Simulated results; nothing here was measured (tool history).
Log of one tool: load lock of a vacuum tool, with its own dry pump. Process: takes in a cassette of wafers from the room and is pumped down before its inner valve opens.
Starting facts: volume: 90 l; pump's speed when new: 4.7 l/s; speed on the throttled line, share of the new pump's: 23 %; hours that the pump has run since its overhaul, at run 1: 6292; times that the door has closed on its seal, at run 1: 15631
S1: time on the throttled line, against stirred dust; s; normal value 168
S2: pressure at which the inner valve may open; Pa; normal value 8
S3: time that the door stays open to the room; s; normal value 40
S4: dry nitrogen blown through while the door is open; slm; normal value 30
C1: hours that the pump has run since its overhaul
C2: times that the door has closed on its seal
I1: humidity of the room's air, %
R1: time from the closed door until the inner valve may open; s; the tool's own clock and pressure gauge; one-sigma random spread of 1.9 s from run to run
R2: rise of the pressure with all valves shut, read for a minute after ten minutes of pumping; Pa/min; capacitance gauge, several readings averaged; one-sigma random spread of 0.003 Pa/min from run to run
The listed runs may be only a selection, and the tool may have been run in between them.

run 1 hour=0.0 | S1=168 S2=8 S3=40 S4=30 | C1=6292 C2=15631 | I1=45.6 | R1=319.2 R2=0.073
run 2 hour=84.2 | S1=101 S2=8 S3=40 S4=30 | C1=6376 C2=15991 | I1=44.4 | R1=275.7 R2=0.078
run 3 hour=143.5 | S1=283 S2=8 S3=40 S4=30 | C1=6436 C2=16245 | I1=47.8 | R1=410.1 R2=0.076
run 4 hour=225.6 | S1=168 S2=8 S3=40 S4=7 | C1=6518 C2=16596 | I1=47.9 | R1=319.8 R2=0.087
run 5 hour=288.4 | S1=168 S2=8 S3=40 S4=7 | C1=6580 C2=16864 | I1=44.1 | R1=322.1 R2=0.089
run 6 hour=363.9 | S1=168 S2=8 S3=40 S4=7 | C1=6656 C2=17187 | I1=43.3 | R1=323.8 R2=0.090
run 7 hour=456.5 | S1=168 S2=8 S3=40 S4=7 | C1=6749 C2=17583 | I1=42.6 | R1=323.8 R2=0.084
run 8 hour=530.9 | S1=168 S2=8 S3=40 S4=7 | C1=6823 C2=17901 | I1=46.7 | R1=320.9 R2=0.091
run 9 hour=607.7 | S1=168 S2=8 S3=40 S4=7 | C1=6900 C2=18229 | I1=46.0 | R1=319.8 R2=0.093
run 10 hour=667.7 | S1=174 S2=8 S3=40 S4=7 | C1=6960 C2=18486 | I1=46.3 | R1=329.5 R2=0.092
run 11 hour=720.2 | S1=174 S2=8 S3=40 S4=7 | C1=7012 C2=18710 | I1=43.7 | R1=326.8 R2=0.098

Run 12 comes next. What will it give?
run 12 hour=798.6 | S1=168 S2=8 S3=40 S4=30 | C1=7091 C2=19046 | I1=43.3 | R1=? R2=?

Run 12 came out at R1 319.8 s, R2 0.087 Pa/min.
Were there no unlogged condition in the tool, this run, its random variation unchanged, would have produced R1 307.2 s, R2 0.008 Pa/min.
